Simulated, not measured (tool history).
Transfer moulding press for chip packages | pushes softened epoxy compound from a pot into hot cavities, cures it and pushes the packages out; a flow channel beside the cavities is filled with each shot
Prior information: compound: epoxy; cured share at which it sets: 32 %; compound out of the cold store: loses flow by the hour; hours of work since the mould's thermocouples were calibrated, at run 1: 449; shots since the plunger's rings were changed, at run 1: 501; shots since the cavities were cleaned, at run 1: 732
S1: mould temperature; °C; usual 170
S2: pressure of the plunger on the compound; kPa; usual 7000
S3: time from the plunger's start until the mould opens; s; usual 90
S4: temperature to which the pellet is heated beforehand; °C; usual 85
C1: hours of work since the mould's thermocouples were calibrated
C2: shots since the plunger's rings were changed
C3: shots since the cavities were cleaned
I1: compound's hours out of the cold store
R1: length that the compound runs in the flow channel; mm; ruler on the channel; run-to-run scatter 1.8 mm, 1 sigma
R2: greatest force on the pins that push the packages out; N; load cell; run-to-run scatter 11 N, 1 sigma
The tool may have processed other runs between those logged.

| run | hour | S1 | S2 | S3 | S4 | C1 | C2 | C3 | I1 | R1 | R2 |
|---|---|---|---|---|---|---|---|---|---|---|---|
| 1 | 0 | 170 | 7000 | 90 | 85 | 449 | 501 | 732 | 46.3 | 476 | 889 |
|  | 17.8 | cavities cleaned with cleaning compound and waxed |
| 2 | 63.9 | 170 | 7000 | 90 | 85 | 492 | 1269 | 567 | 20.7 | 531 | 889 |
|  | 97.3 | cavities cleaned with cleaning compound and waxed |
| 3 | 113.9 | 170 | 7940 | 90 | 85 | 525 | 1866 | 205 | 26.6 | 552 | 688 |
| 4 | 140.7 | 170 | 8020 | 90 | 85 | 543 | 2196 | 535 | 45.5 | 507 | 888 |
|  | 178.1 | cavities cleaned with cleaning compound and waxed |
|  | 203 | plunger's sealing rings changed |
| 5 | 203.4 | 170 | 5670 | 90 | 85 | 583 | 5 | 280 | 31 | 456 | 732 |
| 6 | 239.3 | 170 | 5670 | 90 | 85 | 608 | 446 | 721 | 25.7 | 468 | 926 |
|  | 258.5 | cavities cleaned with cleaning compound and waxed |
| 7 | 283.7 | 173 | 5670 | 90 | 91 | 637 | 974 | 310 | 19.4 | 473 | 730 |
| 8 | 324.7 | 173 | 8690 | 107 | 94 | 665 | 1479 | 815 | 29.6 | 555 | 860 |
|  | 335.9 | cavities cleaned with cleaning compound and waxed |
| 9 | 388.6 | 170 | 7480 | 92 | 85 | 707 | 2246 | 648 | 43.5 | 492 | 861 |
|  | 415.2 | cavities cleaned with cleaning compound and waxed |
|  | 445.1 | plunger's sealing rings changed |
| 10 | 455.6 | 163 | 7480 | 92 | 85 | 750 | 129 | 467 | 40.9 | 523 | 1062 |
|  | 495.5 | cavities cleaned with cleaning compound and waxed |
|  | 512.8 | mould's thermocouples calibrated |
| 11 | 524.5 | 163 | 7480 | 92 | 85 | 8 | 934 | 332 | 11.5 | 599 | 1168 |
| 12 | 564 | 163 | 7480 | 92 | 85 | 35 | 1420 | 818 | 28.5 | 549 | 1342 |

Hidden condition of the tool, last listed run before each entry between runs versus first listed run after:
In the gap between runs 1 and 2: cavities cleaned with cleaning compound and waxed (hour 17.8)
  true mould temperature over the reading, C: 0.89 -> 0.98; pressure that reaches the compound, % of what is set: 99.3 -> 97.96; grip of the stained cavities, % over clean ones': 85 -> 80.7
  the result without the hidden state subtracted from the measured one, R1: -4 -> -8 mm; R2: +399 -> +378 N
In the gap between runs 2 and 3: cavities cleaned with cleaning compound and waxed (hour 97.3)
  true mould temperature over the reading, C: 0.98 -> 1.05; pressure that reaches the compound, % of what is set: 97.96 -> 96.97; grip of the stained cavities, % over clean ones': 80.7 -> 43.2
  the result without the hidden state subtracted from the measured one, R1: -8 -> -12 mm; R2: +378 -> +194 N
In the gap between runs 4 and 5: cavities cleaned with cleaning compound and waxed (hour 178.1); plunger's sealing rings changed (hour 203)
  true mould temperature over the reading, C: 1.09 -> 1.17; pressure that reaches the compound, % of what is set: 96.42 -> 99.72; grip of the stained cavities, % over clean ones': 82 -> 54.1
  the result without the hidden state subtracted from the measured one, R1: -12 -> -4 mm; R2: +386 -> +240 N
In the gap between runs 6 and 7: cavities cleaned with cleaning compound and waxed (hour 258.5)
  true mould temperature over the reading, C: 1.22 -> 1.29; pressure that reaches the compound, % of what is set: 98.93 -> 97.97; grip of the stained cavities, % over clean ones': 90.4 -> 58.9
  the result without the hidden state subtracted from the measured one, R1: -6 -> -8 mm; R2: +423 -> +263 N
In the gap between runs 8 and 9: cavities cleaned with cleaning compound and waxed (hour 335.9)
  true mould temperature over the reading, C: 1.34 -> 1.43; pressure that reaches the compound, % of what is set: 97.1 -> 95.88; grip of the stained cavities, % over clean ones': 94.6 -> 85
  the result without the hidden state subtracted from the measured one, R1: -11 -> -14 mm; R2: +413 -> +383 N
In the gap between runs 9 and 10: cavities cleaned with cleaning compound and waxed (hour 415.2); plunger's sealing rings changed (hour 445.1)
  true mould temperature over the reading, C: 1.43 -> 1.53; pressure that reaches the compound, % of what is set: 95.88 -> 99.05; grip of the stained cavities, % over clean ones': 85 -> 73.6
  the result without the hidden state subtracted from the measured one, R1: -14 -> -7 mm; R2: +383 -> +388 N
In the gap between runs 10 and 11: cavities cleaned with cleaning compound and waxed (hour 495.5); mould's thermocouples calibrated (hour 512.8)
  true mould temperature over the reading, C: 1.53 -> 0.12; pressure that reaches the compound, % of what is set: 99.05 -> 97.57; grip of the stained cavities, % over clean ones': 73.6 -> 55.9
  the result without the hidden state subtracted from the measured one, R1: -7 -> -8 mm; R2: +388 -> +412 N

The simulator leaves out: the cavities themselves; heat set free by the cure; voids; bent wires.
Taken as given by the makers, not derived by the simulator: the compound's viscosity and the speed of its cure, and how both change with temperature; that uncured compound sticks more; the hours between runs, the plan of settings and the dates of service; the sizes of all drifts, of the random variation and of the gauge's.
